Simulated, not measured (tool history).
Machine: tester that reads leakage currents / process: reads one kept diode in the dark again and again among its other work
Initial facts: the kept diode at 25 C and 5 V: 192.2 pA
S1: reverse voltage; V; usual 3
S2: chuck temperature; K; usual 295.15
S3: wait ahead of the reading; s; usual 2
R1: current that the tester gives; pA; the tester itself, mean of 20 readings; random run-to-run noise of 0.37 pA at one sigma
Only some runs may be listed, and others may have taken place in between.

run     day    S1      S2  S3      R1
  1       0     3  295.15   2  122.99
  2   0.767     3  295.15   2  122.65
  3   2.329     3  295.15   2  122.54
  4   3.554  1.49  295.15   2   95.49
  5   4.462  1.49  295.15   2    95.4
  6     6.1     3  295.15   2  123.44
  7   7.562     3  295.15   2  123.12
  8   8.846     3  295.15   2   123.1
  9  10.042     3  295.15   2  123.72
 10  11.433     3  295.15   2  123.33
 11  12.433     3  311.15   2  469.24
 12  13.692     3  311.15   2  473.81
 13   14.75     3  311.15   2  471.21
 14  15.954     3  311.15   2  474.21
 15  17.662     3  295.15   2  122.85
 16    18.9     3  295.15   2  122.68

Run 17 has not been measured yet. What should we expect?
 17  20.504   3  317.15   2   ?

For run 17 the tool returned R1 757.18 pA.
The same run, on a tool lacking any hidden state, would have yielded R1 757.51 pA.
